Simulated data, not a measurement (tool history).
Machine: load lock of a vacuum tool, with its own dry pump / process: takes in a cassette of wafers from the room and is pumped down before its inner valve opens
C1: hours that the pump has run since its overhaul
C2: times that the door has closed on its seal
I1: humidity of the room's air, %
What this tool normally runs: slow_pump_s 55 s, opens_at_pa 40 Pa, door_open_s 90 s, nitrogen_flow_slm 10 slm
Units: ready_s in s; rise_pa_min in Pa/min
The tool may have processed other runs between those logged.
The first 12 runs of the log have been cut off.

Run 13, hour 1591.4: usual settings; C1 7097; C2 18814; I1 45.9. Result: ready_s 103.0 s, rise_pa_min 0.105 Pa/min.
Run 14, hour 1751.4: usual settings but slow_pump_s 33 s; C1 7257; C2 19255; I1 48.4. Result: ready_s 84.3 s, rise_pa_min 0.115 Pa/min.
Run 15, hour 1908.0: usual settings; C1 7414; C2 19688; I1 43.3. Result: ready_s 101.6 s, rise_pa_min 0.108 Pa/min.
Run 16, hour 2107.7: usual settings; C1 7614; C2 20239; I1 44.7. Result: ready_s 102.7 s, rise_pa_min 0.118 Pa/min.
Run 17, hour 2281.6: usual settings; C1 7788; C2 20719; I1 43.3. Result: ready_s 102.2 s, rise_pa_min 0.122 Pa/min.
Run 18, hour 2390.5: usual settings; C1 7896; C2 21019; I1 46.1. Result: ready_s 103.7 s, rise_pa_min 0.121 Pa/min.
Run 19, hour 2564.3: usual settings but slow_pump_s 77 s; C1 8070; C2 21498; I1 46.2. Result: ready_s 120.4 s, rise_pa_min 0.132 Pa/min.
Run 20, hour 2672.8: usual settings but door_open_s 39 s; C1 8179; C2 21798; I1 44.3. Result: ready_s 103.3 s, rise_pa_min 0.118 Pa/min.
Run 21, hour 2822.9: usual settings but slow_pump_s 79 s, opens_at_pa 42 Pa, door_open_s 97 s, nitrogen_flow_slm 25 slm; C1 8329; C2 22212; I1 47.6. Result: ready_s 121.5 s, rise_pa_min 0.120 Pa/min.
Run 22, hour 2966.5: usual settings but slow_pump_s 54 s; C1 8472; C2 22608; I1 43.1. Result: ready_s 103.1 s, rise_pa_min 0.128 Pa/min.
Run 23, hour 3104.4: usual settings but slow_pump_s 49 s, door_open_s 124 s; C1 8610; C2 22989; I1 45.5. Result: ready_s 98.9 s, rise_pa_min 0.136 Pa/min.
Run 24, hour 3249.7: usual settings but opens_at_pa 62 Pa, door_open_s 34 s, nitrogen_flow_slm 6 slm; C1 8756; C2 23389; I1 43.8. Result: ready_s 100.3 s, rise_pa_min 0.127 Pa/min.
Run 25, hour 3357.6: usual settings but opens_at_pa 53 Pa, door_open_s 34 s, nitrogen_flow_slm 5 slm; C1 8863; C2 23687; I1 46.6. Result: ready_s 100.9 s, rise_pa_min 0.139 Pa/min.
Run 26, hour 3533.1: usual settings but slow_pump_s 94 s; C1 9039; C2 24171; I1 45.1. Result: ready_s 135.8 s, rise_pa_min 0.145 Pa/min.
Run 27, hour 3653.0: usual settings but slow_pump_s 61 s, nitrogen_flow_slm 9 slm; C1 9159; C2 24502; I1 42.9. Result: ready_s 109.2 s, rise_pa_min 0.142 Pa/min.
Run 28, hour 3792.8: usual settings but slow_pump_s 61 s, nitrogen_flow_slm 9 slm; C1 9299; C2 24888; I1 45.7. Result: ready_s 109.7 s, rise_pa_min 0.150 Pa/min.
Run 29, hour 3914.6: usual settings but slow_pump_s 61 s, opens_at_pa 35 Pa, nitrogen_flow_slm 9 slm; C1 9420; C2 25224; I1 46.1. Result: ready_s 109.8 s, rise_pa_min 0.152 Pa/min.
Run 30, hour 4015.4: usual settings but slow_pump_s 66 s, opens_at_pa 38 Pa, door_open_s 56 s, nitrogen_flow_slm 9 slm; C1 9521; C2 25502; I1 46.0. Result: ready_s 113.8 s, rise_pa_min 0.155 Pa/min.
Run 31, hour 4182.9: usual settings but slow_pump_s 66 s, opens_at_pa 38 Pa, door_open_s 56 s, nitrogen_flow_slm 9 slm; C1 9689; C2 25964; I1 43.0. Result: ready_s 113.3 s, rise_pa_min 0.152 Pa/min.
Run 32, hour 4336.0: usual settings but door_open_s 122 s, nitrogen_flow_slm 5 slm; C1 9842; C2 26387; I1 46.4. Result: ready_s 104.7 s, rise_pa_min 0.181 Pa/min.
Run 33, hour 4488.5: usual settings but door_open_s 76 s; C1 9994; C2 26807; I1 46.6. Result: ready_s 105.4 s, rise_pa_min 0.169 Pa/min.
Run 34, hour 4601.9: usual settings but door_open_s 76 s; C1 10108; C2 27120; I1 46.5. Result: ready_s 103.3 s, rise_pa_min 0.170 Pa/min.
Run 35, hour 4760.4: usual settings but opens_at_pa 46 Pa, door_open_s 156 s; C1 10266; C2 27558; I1 46.2. Result: ready_s 103.9 s, rise_pa_min 0.177 Pa/min.
Run 36, hour 4916.4: usual settings but slow_pump_s 97 s, opens_at_pa 45 Pa, door_open_s 185 s, nitrogen_flow_slm 11 slm; C1 10422; C2 27988; I1 45.3. Result: ready_s 136.8 s, rise_pa_min 0.185 Pa/min.
Run 37, hour 5051.8: usual settings but slow_pump_s 41 s, opens_at_pa 70 Pa, door_open_s 57 s, nitrogen_flow_slm 9 slm; C1 10558; C2 28362; I1 42.4. Result: ready_s 89.9 s, rise_pa_min 0.176 Pa/min.

Predict each of these 3 candidate next runs independently; none follows another, all start after run 37:
Run A, hour 5252.4: usual settings but slow_pump_s 81 s, opens_at_pa 70 Pa, door_open_s 57 s, nitrogen_flow_slm 9 slm; C1 10758; C2 28915; I1 47.8. Result: ready_s ?, rise_pa_min ?.
Run B, hour 5252.4: usual settings but slow_pump_s 41 s, door_open_s 57 s, nitrogen_flow_slm 4 slm; C1 10758; C2 28915; I1 42.4. Result: ready_s ?, rise_pa_min ?.
Run C, hour 5252.4: usual settings but slow_pump_s 68 s, opens_at_pa 33 Pa, door_open_s 57 s, nitrogen_flow_slm 16 slm; C1 10758; C2 28915; I1 49.2. Result: ready_s ?, rise_pa_min ?.

run  ready_s  rise_pa_min
  A    121.5        0.188
  B     92.9        0.183
  C    116.0        0.178
Take away the tool's hidden state, keep each run's random variation, and the runs would have read:
run  ready_s  rise_pa_min
  A    115.5        0.034
  B     85.3        0.031
  C    109.0        0.028

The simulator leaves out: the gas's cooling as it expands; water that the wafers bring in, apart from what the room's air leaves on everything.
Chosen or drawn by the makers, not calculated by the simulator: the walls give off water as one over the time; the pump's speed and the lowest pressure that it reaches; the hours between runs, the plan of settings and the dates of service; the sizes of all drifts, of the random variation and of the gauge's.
